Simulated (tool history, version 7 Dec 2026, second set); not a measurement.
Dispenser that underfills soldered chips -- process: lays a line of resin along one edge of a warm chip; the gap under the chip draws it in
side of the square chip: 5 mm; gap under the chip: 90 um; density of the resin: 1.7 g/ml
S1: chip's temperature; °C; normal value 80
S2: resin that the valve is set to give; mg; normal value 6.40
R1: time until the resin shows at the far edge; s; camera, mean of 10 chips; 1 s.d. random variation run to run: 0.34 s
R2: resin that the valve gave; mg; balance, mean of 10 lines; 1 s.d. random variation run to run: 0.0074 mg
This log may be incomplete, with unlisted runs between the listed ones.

run   hour  S1    S2    R1     R2
  1    0.0  80  6.40  14.9  6.321
  2    4.8  80  6.40  20.9  6.306
      10.1  -- new syringe of resin
  3   11.4  80  6.40  16.7  6.307
      15.4  -- dispensing valve cleaned and set on the balance
  4   16.9  80  6.40  22.5  6.395
      21.4  -- new syringe of resin
  5   22.1  80  6.40  16.8  6.389
  6   28.5  80  6.40  25.6  6.367
      31.6  -- new syringe of resin
  7   34.3  80  6.40  19.1  6.360
  8   39.2  80  6.40  25.9  6.355
      41.8  -- new syringe of resin
  9   44.0  80  6.40  17.7  6.350
 10   49.7  80  6.40  26.6  6.330
      52.0  -- new syringe of resin
 11   53.1  80  6.40  17.7  6.330
 12   55.9  80  6.30  20.1  6.233
 13   59.3  80  5.95  25.1  5.875
      62.1  -- new syringe of resin
 14   66.0  80  6.40  21.4  6.306
      72.3  -- new syringe of resin
 15   72.3  93  6.40   9.5  6.286
 16   76.4  80  7.45  21.3  7.321
      78.9  -- dispensing valve cleaned and set on the balance
      83.4  -- new syringe of resin
 17   83.8  80  7.02  16.4  7.012
 18   86.8  80  6.40  19.5  6.372
 19   89.6  67  6.82  41.8  6.806
      93.4  -- new syringe of resin
 20   94.4  67  6.82  29.5  6.795
 21   99.6  86  6.48  18.7  6.443
     103.6  -- new syringe of resin
 22  106.2  70  6.48  29.4  6.439
 23  110.6  70  6.48  39.5  6.423
     114.0  -- new syringe of resin
 24  116.1  86  7.02  14.2  6.952
 25  119.3  90  6.41  14.9  6.346
 26  123.6  92  6.63  18.2  6.553
     124.4  -- new syringe of resin
 27  129.2  73  6.13  28.5  6.043
     134.4  -- new syringe of resin
 28  134.4  94  7.76   9.3  7.640
 29  140.2  86  6.98  17.8  6.872
     142.4  -- dispensing valve cleaned and set on the balance
     145.4  -- new syringe of resin
 30  146.6  88  7.29  12.8  7.290
 31  152.3  88  7.29  17.9  7.249
     155.9  -- new syringe of resin
 32  157.4  88  7.99  11.8  7.938
 33  162.6  89  5.62  17.2  5.584
     166.2  -- new syringe of resin
 34  166.7  80  8.04  16.9  7.978
 35  171.3  80  8.04  22.3  7.949

Here are 5 independent what-if runs from the current tool condition. What would each one return?
  A  175.6  92  8.18   ?   ?
  B  175.6  89  7.39   ?   ?
  C  175.6  71  6.81   ?   ?
  D  175.6  87  6.39   ?   ?
  E  175.6  79  5.87   ?   ?

run    R1     R2
  A  17.6  8.082
  B  20.1  7.319
  C  43.2  6.731
  D  21.7  6.310
  E  30.8  5.805
Without the tool's hidden state the same runs would have given:
run    R1     R2
  A   9.7  8.177
  B  11.1  7.405
  C  23.7  6.810
  D  11.9  6.385
  E  16.6  5.873

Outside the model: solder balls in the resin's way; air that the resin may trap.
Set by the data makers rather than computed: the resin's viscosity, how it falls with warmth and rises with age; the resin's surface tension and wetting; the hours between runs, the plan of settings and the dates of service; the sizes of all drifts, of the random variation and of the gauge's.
